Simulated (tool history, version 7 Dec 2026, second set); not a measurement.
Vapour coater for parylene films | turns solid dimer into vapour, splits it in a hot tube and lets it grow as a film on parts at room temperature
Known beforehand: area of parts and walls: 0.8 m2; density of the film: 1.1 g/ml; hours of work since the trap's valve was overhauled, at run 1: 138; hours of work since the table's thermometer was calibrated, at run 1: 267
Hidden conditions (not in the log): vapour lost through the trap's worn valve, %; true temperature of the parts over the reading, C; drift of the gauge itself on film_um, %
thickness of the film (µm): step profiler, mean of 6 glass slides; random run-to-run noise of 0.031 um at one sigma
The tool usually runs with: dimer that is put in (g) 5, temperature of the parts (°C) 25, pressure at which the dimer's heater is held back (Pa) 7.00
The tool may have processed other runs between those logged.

run    day  dimer that is put in (g)  temperature of the parts (°C)  pressure at which the dimer's heater is held back (Pa)  hours of work since the trap's valve was overhauled  hours of work since the table's thermometer was calibrated  thickness of the film (µm)
  1  0.000                         5                             25                                                    7.00                                                  138                                                         267                        2.79
  2  0.629                         5                             25                                                    7.00                                                  147                                                         276                        2.80
  3  1.296                         2                             25                                                    7.00                                                  157                                                         286                        1.11
  4  2.171                         2                             25                                                    7.00                                                  169                                                         298                        1.13
  5  3.000                         5                             25                                                    7.00                                                  181                                                         310                        2.76
  6  3.400                         5                             25                                                    7.00                                                  187                                                         316                        2.75
  7  3.925                         4                             25                                                    7.00                                                  195                                                         324                        2.21
  8  4.529                         4                             25                                                    7.00                                                  203                                                         332                        2.19
  9  4.892                         5                             25                                                    9.17                                                  209                                                         338                        2.62
 10  5.317                         2                             25                                                    7.00                                                  215                                                         344                        1.09
 11  5.746                         5                             18                                                    2.99                                                  221                                                         350                        4.36
 12  6.450                         5                             18                                                    2.99                                                  231                                                         360                        4.30
 13  6.896                         8                             33                                                    9.85                                                  238                                                         367                        2.76
 14  7.504                         4                             25                                                    7.00                                                  246                                                         375                        2.17
 15  7.879                         4                             26                                                   10.49                                                  252                                                         381                        1.94
 16  8.329                         4                             26                                                   10.49                                                  258                                                         387                        1.93
 17  8.762                         6                             17                                                    6.40                                                  265                                                         394                        4.88

Predict each of these 4 candidate next runs independently; none follows another, all start after run 17:
  A  9.321                         3                             25                                                    7.00                                                  273                                                         402                           ?
  B  9.321                         5                             35                                                    4.66                                                  273                                                         402                           ?
  C  9.321                         2                             27                                                    3.72                                                  273                                                         402                           ?
  D  9.321                         6                             35                                                    6.40                                                  273                                                         402                           ?

run  thickness of the film (µm)
  A                        1.57
  B                        1.73
  C                        1.09
  D                        1.98
Take away the tool's hidden state, keep each run's random variation, and the runs would have read:
run  thickness of the film (µm)
  A                        1.73
  B                        1.90
  C                        1.19
  D                        2.18
